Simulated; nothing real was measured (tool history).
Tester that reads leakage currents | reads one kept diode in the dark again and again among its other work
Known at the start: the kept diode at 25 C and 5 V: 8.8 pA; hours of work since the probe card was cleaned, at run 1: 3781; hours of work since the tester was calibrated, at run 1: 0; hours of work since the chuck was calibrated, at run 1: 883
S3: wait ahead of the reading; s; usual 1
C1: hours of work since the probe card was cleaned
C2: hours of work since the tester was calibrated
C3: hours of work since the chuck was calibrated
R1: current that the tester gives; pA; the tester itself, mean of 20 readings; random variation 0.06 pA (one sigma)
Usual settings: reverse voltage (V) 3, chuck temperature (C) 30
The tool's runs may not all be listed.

run 1 hour=0 | reverse_voltage_(V)=3 chuck_temperature_(C)=30 S3=1 | C1=3781 C2=0 C3=883 | R1=13
-- hour=123.1 probe card cleaned and baked
-- hour=164.9 chuck's temperature calibrated
run 2 hour=205.8 | reverse_voltage_(V)=3 chuck_temperature_(C)=30 S3=1 | C1=59 C2=147 C3=30 | R1=13.12
run 3 hour=428.8 | reverse_voltage_(V)=3 chuck_temperature_(C)=52 S3=1 | C1=222 C2=310 C3=193 | R1=57.92
run 4 hour=592.3 | reverse_voltage_(V)=3 chuck_temperature_(C)=52 S3=1 | C1=341 C2=429 C3=312 | R1=58.74
run 5 hour=719.3 | reverse_voltage_(V)=3 chuck_temperature_(C)=52 S3=1 | C1=434 C2=522 C3=405 | R1=58.79
run 6 hour=977.3 | reverse_voltage_(V)=3 chuck_temperature_(C)=52 S3=1 | C1=623 C2=711 C3=594 | R1=59.88
run 7 hour=1203.5 | reverse_voltage_(V)=3 chuck_temperature_(C)=52 S3=1 | C1=788 C2=876 C3=759 | R1=61.48
-- hour=1373.5 chuck's temperature calibrated, once more
run 8 hour=1436.6 | reverse_voltage_(V)=3 chuck_temperature_(C)=52 S3=1 | C1=957 C2=1045 C3=46 | R1=47.97
run 9 hour=1696.3 | reverse_voltage_(V)=3 chuck_temperature_(C)=52 S3=1 | C1=1147 C2=1235 C3=236 | R1=48.79
run 10 hour=1817 | reverse_voltage_(V)=3 chuck_temperature_(C)=50 S3=1 | C1=1235 C2=1323 C3=324 | R1=43.59
run 11 hour=1975.8 | reverse_voltage_(V)=7.92 chuck_temperature_(C)=50 S3=1 | C1=1351 C2=1439 C3=440 | R1=69.77
run 12 hour=2139.8 | reverse_voltage_(V)=7.92 chuck_temperature_(C)=50 S3=1 | C1=1471 C2=1559 C3=560 | R1=70.35
run 13 hour=2292.6 | reverse_voltage_(V)=7.92 chuck_temperature_(C)=50 S3=1 | C1=1583 C2=1671 C3=672 | R1=71.06
run 14 hour=2510.4 | reverse_voltage_(V)=3 chuck_temperature_(C)=30 S3=1 | C1=1742 C2=1830 C3=831 | R1=12.21
run 15 hour=2641.1 | reverse_voltage_(V)=3 chuck_temperature_(C)=30 S3=1 | C1=1838 C2=1925 C3=927 | R1=12.34
-- hour=2742.6 chuck's temperature calibrated
run 16 hour=2800.7 | reverse_voltage_(V)=15.4 chuck_temperature_(C)=30 S3=1 | C1=1953 C2=2041 C3=42 | R1=27.68
run 17 hour=2997.7 | reverse_voltage_(V)=15.4 chuck_temperature_(C)=30 S3=1 | C1=2097 C2=2185 C3=186 | R1=28.06
run 18 hour=3138.2 | reverse_voltage_(V)=2.21 chuck_temperature_(C)=30 S3=1 | C1=2199 C2=2287 C3=289 | R1=10.03
run 19 hour=3270.6 | reverse_voltage_(V)=2.21 chuck_temperature_(C)=30 S3=1 | C1=2296 C2=2384 C3=386 | R1=10.06
run 20 hour=3511.1 | reverse_voltage_(V)=2.21 chuck_temperature_(C)=30 S3=1 | C1=2472 C2=2560 C3=562 | R1=10.25
run 21 hour=3624.3 | reverse_voltage_(V)=2.21 chuck_temperature_(C)=36 S3=1 | C1=2555 C2=2643 C3=644 | R1=15.71
run 22 hour=3849.8 | reverse_voltage_(V)=1.45 chuck_temperature_(C)=30 S3=1 | C1=2720 C2=2807 C3=809 | R1=8.54
run 23 hour=4033.5 | reverse_voltage_(V)=13.05 chuck_temperature_(C)=45 S3=4.63 | C1=2854 C2=2942 C3=944 | R1=66.59
-- hour=4113.2 chuck's temperature calibrated
run 24 hour=4278.6 | reverse_voltage_(V)=1.87 chuck_temperature_(C)=30 S3=1.24 | C1=3032 C2=3119 C3=121 | R1=8.99
run 25 hour=4539.6 | reverse_voltage_(V)=1.87 chuck_temperature_(C)=30 S3=1.24 | C1=3222 C2=3310 C3=312 | R1=9.26
run 26 hour=4667.5 | reverse_voltage_(V)=4.33 chuck_temperature_(C)=25 S3=1 | C1=3316 C2=3404 C3=405 | R1=10.66
run 27 hour=4912.4 | reverse_voltage_(V)=10.32 chuck_temperature_(C)=44 S3=0.68 | C1=3495 C2=3583 C3=584 | R1=57.58
run 28 hour=5175.8 | reverse_voltage_(V)=9.18 chuck_temperature_(C)=51 S3=4.91 | C1=3687 C2=3775 C3=777 | R1=81.67
run 29 hour=5299.9 | reverse_voltage_(V)=9.18 chuck_temperature_(C)=22 S3=0.33 | C1=3778 C2=3866 C3=867 | R1=19.11
-- hour=5419.8 probe card cleaned and baked
-- hour=5476.8 chuck's temperature calibrated
run 30 hour=5555.3 | reverse_voltage_(V)=4.76 chuck_temperature_(C)=30 S3=1 | C1=98 C2=4049 C3=57 | R1=13.73
run 31 hour=5741.5 | reverse_voltage_(V)=6.65 chuck_temperature_(C)=30 S3=2.47 | C1=234 C2=4185 C3=193 | R1=15.42
run 32 hour=5899.3 | reverse_voltage_(V)=6.65 chuck_temperature_(C)=30 S3=2.47 | C1=349 C2=4300 C3=309 | R1=15.69
run 33 hour=6090.8 | reverse_voltage_(V)=6.65 chuck_temperature_(C)=30 S3=2.47 | C1=489 C2=4440 C3=449 | R1=16.13
run 34 hour=6290.4 | reverse_voltage_(V)=17.65 chuck_temperature_(C)=51 S3=0.54 | C1=635 C2=4586 C3=595 | R1=112.32
run 35 hour=6453.5 | reverse_voltage_(V)=7.36 chuck_temperature_(C)=39 S3=7.16 | C1=754 C2=4705 C3=714 | R1=32.02
run 36 hour=6568 | reverse_voltage_(V)=7.36 chuck_temperature_(C)=59 S3=1.07 | C1=838 C2=4789 C3=798 | R1=119.66
run 37 hour=6778.5 | reverse_voltage_(V)=7.36 chuck_temperature_(C)=59 S3=1.07 | C1=992 C2=4943 C3=951 | R1=121.63
-- hour=6843.9 chuck's temperature calibrated
run 38 hour=6932 | reverse_voltage_(V)=7.36 chuck_temperature_(C)=59 S3=1.07 | C1=1102 C2=5054 C3=64 | R1=111.96

Forecast each of these 3 alternatives for the next run:
run A hour=7087.3 | reverse_voltage_(V)=7.36 chuck_temperature_(C)=46 S3=1.07 | C1=1216 C2=5167 C3=178 | R1=?
run B hour=7087.3 | reverse_voltage_(V)=3 chuck_temperature_(C)=30 S3=1 | C1=1216 C2=5167 C3=178 | R1=?
run C hour=7087.3 | reverse_voltage_(V)=4.54 chuck_temperature_(C)=26 S3=0.43 | C1=1216 C2=5167 C3=178 | R1=?

run=A R1=50.36
run=B R1=11.15
run=C R1=12.13
Without the tool's hidden state the same runs would have given:
run=A R1=49.69
run=B R1=10.86
run=C R1=11.75

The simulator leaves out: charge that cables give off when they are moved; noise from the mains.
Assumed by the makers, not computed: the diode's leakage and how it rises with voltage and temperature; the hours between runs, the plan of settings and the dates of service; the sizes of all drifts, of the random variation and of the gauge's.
